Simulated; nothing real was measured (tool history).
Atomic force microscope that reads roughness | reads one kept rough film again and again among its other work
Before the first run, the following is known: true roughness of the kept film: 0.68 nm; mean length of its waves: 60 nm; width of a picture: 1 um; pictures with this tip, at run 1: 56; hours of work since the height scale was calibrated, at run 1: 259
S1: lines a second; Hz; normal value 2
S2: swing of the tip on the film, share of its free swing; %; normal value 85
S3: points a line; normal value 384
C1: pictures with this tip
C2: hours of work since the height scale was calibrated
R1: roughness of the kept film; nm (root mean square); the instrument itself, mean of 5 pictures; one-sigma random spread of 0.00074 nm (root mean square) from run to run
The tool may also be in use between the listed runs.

{"run": 1, "hour": 0.0, "S1": 2, "S2": 85, "S3": 384, "C1": 56, "C2": 259, "R1": 0.5461}
{"run": 2, "hour": 5.6, "S1": 2, "S2": 85, "S3": 384, "C1": 67, "C2": 263, "R1": 0.5445}
{"run": 3, "hour": 15.7, "S1": 2, "S2": 85, "S3": 384, "C1": 85, "C2": 271, "R1": 0.5455}
{"run": 4, "hour": 27.3, "S1": 2, "S2": 85, "S3": 495, "C1": 106, "C2": 280, "R1": 0.5445}
{"run": 5, "hour": 35.8, "S1": 2, "S2": 55, "S3": 384, "C1": 122, "C2": 286, "R1": 0.6494}
{"run": 6, "hour": 49.1, "S1": 1.35, "S2": 85, "S3": 384, "C1": 146, "C2": 297, "R1": 0.5817}
{"run": 7, "hour": 56.6, "S1": 2, "S2": 85, "S3": 384, "C1": 159, "C2": 303, "R1": 0.5456}
{"run": 8, "hour": 63.3, "S1": 2, "S2": 86, "S3": 384, "C1": 172, "C2": 308, "R1": 0.5393}
{"run": 9, "hour": 71.7, "S1": 2, "S2": 86, "S3": 384, "C1": 187, "C2": 314, "R1": 0.5389}
{"run": 10, "hour": 83.1, "S1": 2, "S2": 85, "S3": 384, "C1": 208, "C2": 323, "R1": 0.5444}
{"run": 11, "hour": 95.1, "S1": 2, "S2": 85, "S3": 384, "C1": 230, "C2": 332, "R1": 0.5451}
{"hour": 99.3, "done": "new tip fitted"}
{"run": 12, "hour": 104.8, "S1": 2, "S2": 85, "S3": 384, "C1": 10, "C2": 340, "R1": 0.5459}
{"run": 13, "hour": 111.9, "S1": 2, "S2": 85, "S3": 384, "C1": 23, "C2": 345, "R1": 0.5467}
{"run": 14, "hour": 123.6, "S1": 2, "S2": 85, "S3": 384, "C1": 44, "C2": 354, "R1": 0.5472}
{"run": 15, "hour": 136.2, "S1": 3.11, "S2": 85, "S3": 384, "C1": 68, "C2": 364, "R1": 0.4926}
{"run": 16, "hour": 148.0, "S1": 2, "S2": 85, "S3": 384, "C1": 89, "C2": 373, "R1": 0.5466}
{"run": 17, "hour": 159.7, "S1": 2, "S2": 85, "S3": 384, "C1": 110, "C2": 382, "R1": 0.5466}
{"run": 18, "hour": 167.5, "S1": 2, "S2": 85, "S3": 384, "C1": 124, "C2": 388, "R1": 0.5452}
{"run": 19, "hour": 177.8, "S1": 2, "S2": 85, "S3": 384, "C1": 143, "C2": 396, "R1": 0.5456}
{"run": 20, "hour": 187.2, "S1": 2, "S2": 85, "S3": 693, "C1": 160, "C2": 403, "R1": 0.5453}
{"run": 21, "hour": 199.3, "S1": 2, "S2": 85, "S3": 384, "C1": 182, "C2": 413, "R1": 0.545}
{"run": 22, "hour": 205.8, "S1": 1.11, "S2": 85, "S3": 384, "C1": 194, "C2": 418, "R1": 0.5963}
{"run": 23, "hour": 218.2, "S1": 1.11, "S2": 85, "S3": 384, "C1": 217, "C2": 427, "R1": 0.5967}
{"hour": 229.3, "done": "new tip fitted"}
{"run": 24, "hour": 232.2, "S1": 3.93, "S2": 75, "S3": 384, "C1": 5, "C2": 438, "R1": 0.5277}
{"run": 25, "hour": 244.0, "S1": 3.93, "S2": 72, "S3": 288, "C1": 27, "C2": 447, "R1": 0.5428}
{"run": 26, "hour": 250.9, "S1": 3.93, "S2": 80, "S3": 288, "C1": 39, "C2": 452, "R1": 0.495}
{"run": 27, "hour": 257.7, "S1": 1.93, "S2": 74, "S3": 288, "C1": 52, "C2": 458, "R1": 0.5979}
{"run": 28, "hour": 265.0, "S1": 3.44, "S2": 67, "S3": 412, "C1": 65, "C2": 463, "R1": 0.586}
{"run": 29, "hour": 276.2, "S1": 1.2, "S2": 67, "S3": 412, "C1": 86, "C2": 472, "R1": 0.644}
{"run": 30, "hour": 282.9, "S1": 1.2, "S2": 67, "S3": 412, "C1": 98, "C2": 477, "R1": 0.6432}
{"run": 31, "hour": 292.9, "S1": 1.82, "S2": 86, "S3": 868, "C1": 116, "C2": 485, "R1": 0.5533}
{"run": 32, "hour": 301.2, "S1": 0.8, "S2": 86, "S3": 833, "C1": 131, "C2": 491, "R1": 0.6167}
{"run": 33, "hour": 307.6, "S1": 0.79, "S2": 56, "S3": 972, "C1": 143, "C2": 496, "R1": 0.6681}
{"run": 34, "hour": 319.7, "S1": 0.79, "S2": 56, "S3": 972, "C1": 165, "C2": 506, "R1": 0.668}
{"run": 35, "hour": 325.7, "S1": 0.79, "S2": 56, "S3": 972, "C1": 176, "C2": 510, "R1": 0.6686}
{"run": 36, "hour": 334.5, "S1": 0.79, "S2": 56, "S3": 972, "C1": 192, "C2": 517, "R1": 0.6679}
{"run": 37, "hour": 345.7, "S1": 0.79, "S2": 84, "S3": 334, "C1": 212, "C2": 526, "R1": 0.6204}
{"run": 38, "hour": 352.3, "S1": 2, "S2": 58, "S3": 384, "C1": 224, "C2": 531, "R1": 0.6457}
{"hour": 360.0, "done": "new tip fitted"}
{"run": 39, "hour": 360.0, "S1": 2, "S2": 73, "S3": 384, "C1": 0, "C2": 537, "R1": 0.6028}
{"run": 40, "hour": 367.9, "S1": 2, "S2": 62, "S3": 483, "C1": 14, "C2": 543, "R1": 0.6392}
{"run": 41, "hour": 376.0, "S1": 3.77, "S2": 82, "S3": 477, "C1": 29, "C2": 549, "R1": 0.4873}
{"run": 42, "hour": 383.5, "S1": 3.77, "S2": 82, "S3": 477, "C1": 43, "C2": 555, "R1": 0.4886}
{"run": 43, "hour": 396.3, "S1": 2.27, "S2": 85, "S3": 517, "C1": 66, "C2": 565, "R1": 0.5352}

How the hidden state differs across the entries between the runs, from the last listed run before each to the first after it:
From run 11 to run 12: new tip fitted (hour 99.3)
  radius of the tip, nm: 13.4 -> 5.7; height scale over the true one, %: 0.53 -> 0.55
  measured value less the no-hidden-state value, R1: -0.0005 -> +0.0027 nm (root mean square)
From run 23 to run 24: new tip fitted (hour 229.3)
  radius of the tip, nm: 12.6 -> 5.3; height scale over the true one, %: 0.7 -> 0.71
  measured value less the no-hidden-state value, R1: +0.0008 -> +0.0036 nm (root mean square)
From run 38 to run 39: new tip fitted (hour 360)
  radius of the tip, nm: 12.8 -> 5.5; height scale over the true one, %: 0.88 -> 0.89
  measured value less the no-hidden-state value, R1: +0.0019 -> +0.0051 nm (root mean square)

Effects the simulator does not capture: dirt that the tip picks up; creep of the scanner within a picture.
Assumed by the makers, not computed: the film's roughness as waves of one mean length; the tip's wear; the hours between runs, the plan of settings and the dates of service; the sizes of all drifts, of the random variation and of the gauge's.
